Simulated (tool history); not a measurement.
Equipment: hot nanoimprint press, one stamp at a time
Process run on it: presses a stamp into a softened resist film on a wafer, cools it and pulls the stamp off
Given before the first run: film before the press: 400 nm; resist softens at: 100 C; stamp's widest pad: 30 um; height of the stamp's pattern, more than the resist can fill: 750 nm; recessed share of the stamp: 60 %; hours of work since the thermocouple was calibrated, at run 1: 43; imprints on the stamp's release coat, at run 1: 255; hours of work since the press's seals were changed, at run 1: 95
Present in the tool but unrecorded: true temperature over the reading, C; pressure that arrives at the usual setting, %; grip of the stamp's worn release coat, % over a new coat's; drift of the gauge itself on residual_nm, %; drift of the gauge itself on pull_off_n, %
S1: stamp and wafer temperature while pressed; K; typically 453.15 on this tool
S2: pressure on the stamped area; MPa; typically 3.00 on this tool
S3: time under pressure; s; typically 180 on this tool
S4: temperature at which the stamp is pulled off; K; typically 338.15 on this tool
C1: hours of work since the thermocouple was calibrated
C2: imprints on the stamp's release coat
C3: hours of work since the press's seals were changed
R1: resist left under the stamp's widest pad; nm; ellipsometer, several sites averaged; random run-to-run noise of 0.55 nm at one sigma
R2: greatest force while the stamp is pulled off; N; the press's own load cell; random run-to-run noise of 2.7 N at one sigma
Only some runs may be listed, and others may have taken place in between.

{"run": 1, "hour": 0.0, "S1": 453.15, "S2": 3.0, "S3": 180, "S4": 338.15, "C1": 43, "C2": 255, "C3": 95, "R1": 167.6, "R2": 132}
{"run": 2, "hour": 55.2, "S1": 453.15, "S2": 3.0, "S3": 180, "S4": 338.15, "C1": 65, "C2": 391, "C3": 118, "R1": 168.2, "R2": 136}
{"run": 3, "hour": 101.6, "S1": 453.15, "S2": 3.0, "S3": 180, "S4": 338.15, "C1": 85, "C2": 506, "C3": 137, "R1": 166.7, "R2": 143}
{"run": 4, "hour": 158.3, "S1": 453.15, "S2": 3.0, "S3": 180, "S4": 338.15, "C1": 108, "C2": 646, "C3": 161, "R1": 166.4, "R2": 144}
{"run": 5, "hour": 199.0, "S1": 453.15, "S2": 3.0, "S3": 180, "S4": 338.15, "C1": 125, "C2": 747, "C3": 178, "R1": 165.8, "R2": 156}
{"run": 6, "hour": 232.4, "S1": 453.15, "S2": 3.0, "S3": 156, "S4": 338.15, "C1": 139, "C2": 829, "C3": 191, "R1": 174.2, "R2": 156}
{"run": 7, "hour": 291.5, "S1": 453.15, "S2": 3.0, "S3": 180, "S4": 338.15, "C1": 163, "C2": 975, "C3": 216, "R1": 165.3, "R2": 162}
{"run": 8, "hour": 332.5, "S1": 453.15, "S2": 3.0, "S3": 180, "S4": 338.15, "C1": 180, "C2": 1077, "C3": 233, "R1": 164.6, "R2": 160}
{"run": 9, "hour": 389.2, "S1": 457.15, "S2": 3.0, "S3": 180, "S4": 338.15, "C1": 204, "C2": 1217, "C3": 256, "R1": 146.2, "R2": 170}
{"hour": 412.1, "done": "stamp cleaned and given a new release coat"}
{"run": 10, "hour": 441.1, "S1": 453.15, "S2": 2.79, "S3": 180, "S4": 338.15, "C1": 223, "C2": 71, "C3": 275, "R1": 170.7, "R2": 127}
{"hour": 451.3, "done": "plate thermocouple calibrated"}
{"run": 11, "hour": 503.8, "S1": 453.15, "S2": 4.58, "S3": 180, "S4": 338.15, "C1": 22, "C2": 219, "C3": 300, "R1": 130.2, "R2": 129}
{"run": 12, "hour": 568.1, "S1": 453.15, "S2": 3.0, "S3": 180, "S4": 338.15, "C1": 48, "C2": 378, "C3": 327, "R1": 161.5, "R2": 135}
{"run": 13, "hour": 643.2, "S1": 464.15, "S2": 3.0, "S3": 180, "S4": 338.15, "C1": 79, "C2": 564, "C3": 358, "R1": 116.3, "R2": 142}
{"run": 14, "hour": 676.8, "S1": 455.15, "S2": 3.0, "S3": 180, "S4": 338.15, "C1": 93, "C2": 647, "C3": 372, "R1": 151.2, "R2": 144}
{"hour": 702.2, "done": "plate thermocouple calibrated, once more"}
{"run": 15, "hour": 754.1, "S1": 457.15, "S2": 3.0, "S3": 180, "S4": 338.15, "C1": 21, "C2": 830, "C3": 402, "R1": 151.0, "R2": 154}
{"run": 16, "hour": 786.0, "S1": 457.15, "S2": 3.59, "S3": 180, "S4": 338.15, "C1": 35, "C2": 909, "C3": 415, "R1": 137.3, "R2": 155}
{"run": 17, "hour": 828.9, "S1": 457.15, "S2": 4.42, "S3": 180, "S4": 338.15, "C1": 52, "C2": 1015, "C3": 433, "R1": 122.5, "R2": 160}
{"run": 18, "hour": 897.9, "S1": 454.15, "S2": 4.42, "S3": 180, "S4": 338.15, "C1": 81, "C2": 1186, "C3": 462, "R1": 135.4, "R2": 169}
{"hour": 933.8, "done": "stamp cleaned and given a new release coat"}
{"run": 19, "hour": 964.3, "S1": 445.15, "S2": 4.42, "S3": 267, "S4": 339.15, "C1": 106, "C2": 76, "C3": 487, "R1": 156.9, "R2": 125}
{"run": 20, "hour": 1008.4, "S1": 445.15, "S2": 4.42, "S3": 267, "S4": 339.15, "C1": 124, "C2": 185, "C3": 505, "R1": 156.6, "R2": 134}
{"run": 21, "hour": 1073.1, "S1": 453.15, "S2": 4.09, "S3": 100, "S4": 338.15, "C1": 151, "C2": 344, "C3": 532, "R1": 178.9, "R2": 131}
{"run": 22, "hour": 1124.6, "S1": 453.15, "S2": 4.09, "S3": 100, "S4": 338.15, "C1": 172, "C2": 472, "C3": 553, "R1": 178.5, "R2": 143}
{"run": 23, "hour": 1162.7, "S1": 450.15, "S2": 2.31, "S3": 239, "S4": 324.15, "C1": 188, "C2": 566, "C3": 569, "R1": 188.6, "R2": 162}
{"run": 24, "hour": 1214.2, "S1": 450.15, "S2": 2.31, "S3": 239, "S4": 324.15, "C1": 209, "C2": 693, "C3": 590, "R1": 187.0, "R2": 169}
{"run": 25, "hour": 1267.3, "S1": 461.15, "S2": 3.83, "S3": 239, "S4": 334.15, "C1": 231, "C2": 825, "C3": 612, "R1": 103.2, "R2": 162}
{"run": 26, "hour": 1333.7, "S1": 461.15, "S2": 2.47, "S3": 239, "S4": 328.15, "C1": 259, "C2": 989, "C3": 640, "R1": 129.6, "R2": 179}
{"hour": 1354.5, "done": "plate thermocouple calibrated"}
{"run": 27, "hour": 1408.4, "S1": 449.15, "S2": 2.47, "S3": 143, "S4": 336.15, "C1": 22, "C2": 1166, "C3": 669, "R1": 225.6, "R2": 173}
{"hour": 1452.2, "done": "stamp cleaned and given a new release coat"}
{"run": 28, "hour": 1477.6, "S1": 449.15, "S2": 2.47, "S3": 143, "S4": 336.15, "C1": 48, "C2": 62, "C3": 695, "R1": 227.1, "R2": 128}
{"run": 29, "hour": 1526.7, "S1": 449.15, "S2": 2.47, "S3": 143, "S4": 336.15, "C1": 69, "C2": 184, "C3": 716, "R1": 225.7, "R2": 130}

How the hidden state differs across the entries between the runs, from the last listed run before each to the first after it:
After run 9, before run 10: stamp cleaned and given a new release coat (hour 412.1)
  true temperature over the reading, C: 0.91 -> 0.99; pressure that arrives at the usual setting, %: 99.05 -> 98.96; grip of the stamp's worn release coat, % over a new coat's: 36.6 -> 2.1
  difference, measured minus the result without the unlogged condition, R1: -3.3 -> -4.3 nm; R2: +45 -> +1 N
After run 10, before run 11: plate thermocouple calibrated (hour 451.3)
  true temperature over the reading, C: 0.99 -> 1.55; pressure that arrives at the usual setting, %: 98.96 -> 98.85; grip of the stamp's worn release coat, % over a new coat's: 2.1 -> 6.4
  difference, measured minus the result without the unlogged condition, R1: -4.3 -> -5.3 nm; R2: +1 -> +6 N
After run 14, before run 15: plate thermocouple calibrated, once more (hour 702.2)
  true temperature over the reading, C: 1.85 -> -0.09; pressure that arrives at the usual setting, %: 98.54 -> 98.4; grip of the stamp's worn release coat, % over a new coat's: 19.2 -> 24.7
  difference, measured minus the result without the unlogged condition, R1: -7.5 -> +1.7 nm; R2: +21 -> +31 N
After run 18, before run 19: stamp cleaned and given a new release coat (hour 933.8)
  true temperature over the reading, C: 0.16 -> 0.26; pressure that arrives at the usual setting, %: 98.15 -> 98.03; grip of the stamp's worn release coat, % over a new coat's: 35.6 -> 2.2
  difference, measured minus the result without the unlogged condition, R1: +1.3 -> +1.0 nm; R2: +44 -> +3 N
After run 26, before run 27: plate thermocouple calibrated (hour 1354.5)
  true temperature over the reading, C: 0.9 -> 0.04; pressure that arrives at the usual setting, %: 97.31 -> 97.18; grip of the stamp's worn release coat, % over a new coat's: 29.6 -> 35
  difference, measured minus the result without the unlogged condition, R1: -1.9 -> +2.0 nm; R2: +40 -> +45 N
After run 27, before run 28: stamp cleaned and given a new release coat (hour 1452.2)
  true temperature over the reading, C: 0.04 -> 0.16; pressure that arrives at the usual setting, %: 97.18 -> 97.05; grip of the stamp's worn release coat, % over a new coat's: 35 -> 1.8
  difference, measured minus the result without the unlogged condition, R1: +2.0 -> +1.4 nm; R2: +45 -> +2 N
